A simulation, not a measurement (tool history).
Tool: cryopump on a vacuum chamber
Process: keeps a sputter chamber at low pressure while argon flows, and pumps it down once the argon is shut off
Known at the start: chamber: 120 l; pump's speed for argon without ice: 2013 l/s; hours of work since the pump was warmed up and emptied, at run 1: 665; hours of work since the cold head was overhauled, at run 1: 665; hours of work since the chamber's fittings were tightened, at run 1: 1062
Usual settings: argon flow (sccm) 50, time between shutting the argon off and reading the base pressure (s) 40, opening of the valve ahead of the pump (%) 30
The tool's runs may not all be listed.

| run | hour | argon flow (sccm) | time between shutting the argon off and reading the base pressure (s) | opening of the valve ahead of the pump (%) | hours of work since the pump was warmed up and emptied | hours of work since the cold head was overhauled | hours of work since the chamber's fittings were tightened | pressure while argon flows (Pa) | pressure after the wait (uPa) |
|---|---|---|---|---|---|---|---|---|---|
| 1 | 0.0 | 50 | 40 | 30 | 665 | 665 | 1062 | 0.1441 | 1.47 |
| 2 | 80.5 | 50 | 40 | 30 | 700 | 700 | 1097 | 0.1445 | 1.51 |
| 3 | 156.2 | 50 | 40 | 53 | 732 | 732 | 1130 | 0.0848 | 1.54 |
| 4 | 208.3 | 50 | 40 | 53 | 755 | 755 | 1152 | 0.0852 | 1.56 |
| 5 | 284.5 | 50 | 40 | 53 | 788 | 788 | 1185 | 0.0858 | 1.56 |
| 6 | 380.2 | 50 | 40 | 53 | 829 | 829 | 1227 | 0.0851 | 1.61 |
|  | 415.9 | pump warmed up, emptied and cooled again |
| 7 | 493.3 | 50 | 40 | 53 | 34 | 876 | 1274 | 0.0791 | 1.48 |
| 8 | 562.1 | 50 | 40 | 53 | 63 | 906 | 1304 | 0.0799 | 1.54 |
| 9 | 654.6 | 50 | 40 | 53 | 103 | 946 | 1344 | 0.0797 | 1.58 |
| 10 | 742.2 | 50 | 40 | 53 | 141 | 984 | 1382 | 0.0800 | 1.64 |
| 11 | 820.5 | 50 | 40 | 18 | 175 | 1018 | 1416 | 0.2355 | 1.64 |
| 12 | 944.2 | 50 | 40 | 18 | 229 | 1072 | 1469 | 0.2353 | 1.62 |
| 13 | 1044.7 | 50 | 40 | 18 | 273 | 1115 | 1513 | 0.2362 | 1.70 |
| 14 | 1099.1 | 50 | 40 | 16 | 296 | 1139 | 1536 | 0.2653 | 1.71 |
| 15 | 1206.8 | 50 | 40 | 30 | 343 | 1186 | 1583 | 0.1434 | 1.71 |
| 16 | 1322.4 | 50 | 40 | 30 | 393 | 1236 | 1633 | 0.1448 | 1.77 |
| 17 | 1421.5 | 50 | 40 | 30 | 436 | 1279 | 1676 | 0.1440 | 1.80 |
| 18 | 1528.4 | 50 | 40 | 30 | 482 | 1325 | 1723 | 0.1433 | 1.87 |
| 19 | 1650.4 | 40 | 146 | 52 | 535 | 1378 | 1775 | 0.0680 | 1.46 |
| 20 | 1745.6 | 74 | 107 | 44 | 576 | 1419 | 1817 | 0.1472 | 1.58 |
| 21 | 1807.7 | 74 | 213 | 50 | 603 | 1446 | 1844 | 0.1316 | 1.53 |
| 22 | 1901.0 | 73 | 27 | 50 | 644 | 1487 | 1884 | 0.1292 | 2.33 |
| 23 | 1982.6 | 42 | 40 | 51 | 679 | 1522 | 1919 | 0.0738 | 2.05 |
| 24 | 2057.7 | 50 | 63 | 30 | 712 | 1555 | 1952 | 0.1461 | 1.89 |
| 25 | 2177.4 | 50 | 63 | 30 | 764 | 1606 | 2004 | 0.1465 | 1.98 |
| 26 | 2238.9 | 50 | 40 | 29 | 790 | 1633 | 2031 | 0.1505 | 2.11 |
| 27 | 2300.7 | 72 | 56 | 58 | 817 | 1660 | 2057 | 0.1139 | 1.97 |
|  | 2368.8 | pump warmed up, emptied and cooled again |
| 28 | 2368.9 | 72 | 56 | 58 | 0 | 1687 | 2085 | 0.1053 | 1.78 |
| 29 | 2476.2 | 35 | 53 | 38 | 47 | 1734 | 2131 | 0.0778 | 1.90 |
| 30 | 2571.1 | 46 | 53 | 38 | 88 | 1775 | 2172 | 0.1021 | 1.91 |
| 31 | 2635.8 | 31 | 56 | 36 | 116 | 1803 | 2200 | 0.0736 | 1.90 |
| 32 | 2696.8 | 31 | 56 | 36 | 142 | 1830 | 2227 | 0.0733 | 1.96 |
| 33 | 2759.2 | 84 | 66 | 17 | 169 | 1857 | 2254 | 0.4169 | 1.88 |
| 34 | 2830.0 | 50 | 54 | 30 | 200 | 1887 | 2285 | 0.1432 | 2.02 |
| 35 | 2935.1 | 54 | 40 | 30 | 246 | 1933 | 2330 | 0.1542 | 2.21 |

Forecast each of these 3 alternatives for the next run:
| A | 3036.4 | 54 | 148 | 30 | 289 | 1977 | 2374 | ? | ? |
| B | 3036.4 | 29 | 40 | 30 | 289 | 1977 | 2374 | ? | ? |
| C | 3036.4 | 50 | 202 | 30 | 289 | 1977 | 2374 | ? | ? |

| run | pressure while argon flows (Pa) | pressure after the wait (uPa) |
|---|---|---|
| A | 0.1540 | 1.73 |
| B | 0.0829 | 2.20 |
| C | 0.1426 | 1.69 |
Without the tool's hidden state the same runs would have given:
| run | pressure while argon flows (Pa) | pressure after the wait (uPa) |
|---|---|---|
| A | 0.1509 | 0.32 |
| B | 0.0813 | 0.76 |
| C | 0.1397 | 0.25 |
